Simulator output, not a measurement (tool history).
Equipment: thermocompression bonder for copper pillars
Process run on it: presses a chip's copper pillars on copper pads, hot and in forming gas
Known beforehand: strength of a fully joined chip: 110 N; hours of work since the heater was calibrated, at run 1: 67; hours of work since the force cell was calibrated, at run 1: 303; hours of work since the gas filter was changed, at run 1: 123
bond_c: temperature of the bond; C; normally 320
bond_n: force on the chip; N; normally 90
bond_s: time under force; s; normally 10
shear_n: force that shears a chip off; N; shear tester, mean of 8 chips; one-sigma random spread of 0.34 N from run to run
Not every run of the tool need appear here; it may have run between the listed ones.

run,hour,bond_c,bond_n,bond_s,hours of work since the heater was calibrated,hours of work since the force cell was calibrated,hours of work since the gas filter was changed,shear_n
1,0.0,320,90,10,67,303,123,54.0
2,16.3,320,90,10,77,313,133,53.5
3,29.7,320,90,10,85,321,141,54.1
4,43.6,320,81,10,93,329,149,51.3
5,60.1,320,81,10,103,339,159,51.0
# hour 70.2: forming gas filter changed
6,80.3,320,90,6,114,351,6,46.5
# hour 83.1: force cell calibrated
7,104.5,320,90,6,128,13,20,46.0
8,124.3,320,90,6,140,25,31,45.6
9,134.3,320,90,10,146,30,37,55.3
10,152.7,320,90,10,157,41,48,55.0
11,171.9,320,90,10,168,53,60,54.8
12,191.7,305,107,18,180,65,71,61.0
13,205.6,305,107,18,188,73,80,61.7
14,217.4,305,107,18,195,80,87,60.7
# hour 221.8: force cell calibrated, once more
15,240.4,334,79,22,208,11,100,74.8
16,262.8,334,79,22,221,24,113,75.0
17,280.2,334,79,22,232,35,123,74.5
18,292.4,334,86,7,239,42,131,54.4
19,312.3,292,86,17,251,54,142,47.3
20,334.9,292,94,29,264,67,156,57.9
# hour 350.0: forming gas filter changed
21,352.5,318,87,6,274,78,1,45.8

4 ways to go on from here, each from the tool as it stands after run 21. What would each give?
A,374.2,343,62,13,287,90,14,?
B,374.2,320,90,9,287,90,14,?
C,374.2,320,96,10,287,90,14,?
D,374.2,318,62,6,287,90,14,?

run,shear_n
A,65.3
B,54.1
C,57.8
D,38.0
What these runs would have given with no unlogged condition in the tool:
run,shear_n
A,65.3
B,54.0
C,57.7
D,37.9
